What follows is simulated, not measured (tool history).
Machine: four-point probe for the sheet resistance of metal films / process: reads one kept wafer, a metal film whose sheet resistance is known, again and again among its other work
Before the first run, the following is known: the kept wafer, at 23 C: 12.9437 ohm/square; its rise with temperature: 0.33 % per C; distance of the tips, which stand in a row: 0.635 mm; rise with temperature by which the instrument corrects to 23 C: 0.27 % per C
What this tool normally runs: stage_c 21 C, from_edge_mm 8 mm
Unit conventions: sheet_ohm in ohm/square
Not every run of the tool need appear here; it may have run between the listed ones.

run   hour  stage_c  from_edge_mm  sheet_ohm
  1    0.0       21             8  13.078031
  2   10.0       21             8  13.076657
  3   28.7       21             8  13.077945
  4   50.8       21             8  13.081879
  5   71.4       21             8  13.078616
  6   89.2       21             8  13.078638
  7  102.2       21             8  13.082654
  8  112.8       21             8  13.083977
  9  132.3       21             8  13.080473
 10  148.5       21             8  13.085761
 11  158.8       21             5  13.150841
 12  177.0       35             3  13.443712
 13  191.3       35             3  13.442054
 14  207.7       21             3  13.348368
 15  226.8       25            59  13.067280
 16  244.4       24             4  13.237112
 17  258.8       24             4  13.235877
 18  276.9       24             4  13.241266
 19  290.8       18             7  13.085020

Branching from run 19: 3 alternative next runs. What would each branch give?
  A  311.1       30             8          ?
  B  311.1       21             4          ?
  C  311.1       19             7          ?

run  sheet_ohm
  A  13.150195
  B  13.221466
  C  13.091174
The same runs, with their run-to-run variation unchanged, on a tool lacking any hidden condition would have given:
run  sheet_ohm
  A  13.033612
  B  13.104347
  C  12.975127
